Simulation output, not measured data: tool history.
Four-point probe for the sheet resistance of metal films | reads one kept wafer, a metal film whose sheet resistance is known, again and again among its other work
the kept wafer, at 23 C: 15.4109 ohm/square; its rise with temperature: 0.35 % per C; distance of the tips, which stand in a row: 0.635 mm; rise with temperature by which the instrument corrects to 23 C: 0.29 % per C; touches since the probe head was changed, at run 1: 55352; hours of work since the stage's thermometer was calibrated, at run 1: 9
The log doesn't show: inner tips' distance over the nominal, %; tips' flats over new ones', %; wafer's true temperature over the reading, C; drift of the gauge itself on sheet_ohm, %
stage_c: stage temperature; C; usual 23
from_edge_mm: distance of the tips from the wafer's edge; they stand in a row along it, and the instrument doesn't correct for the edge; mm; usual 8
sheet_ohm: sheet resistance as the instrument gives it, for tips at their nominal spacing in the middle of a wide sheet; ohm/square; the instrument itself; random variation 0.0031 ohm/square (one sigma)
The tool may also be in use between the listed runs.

run,day,stage_c,from_edge_mm,touches since the probe head was changed,hours of work since the stage's thermometer was calibrated,sheet_ohm
1,0,23,8,55352,9,15.463363
2,0.512,23,8,55897,16,15.460286
3,0.95,23,8,56360,22,15.463121
4,1.696,23,8,57149,33,15.471069
5,2.583,23,8,58089,45,15.469696
6,3.146,23,8,58684,53,15.467416
7,3.517,23,10,59077,58,15.444954
8,4.283,20,19,59891,69,15.397425

Forecast run 9:
9,4.917,21,5,60562,78,?

Run 9 gave sheet_ohm 15.524221 ohm/square.
Without the tool's hidden state the same run would have given sheet_ohm 15.523162 ohm/square.
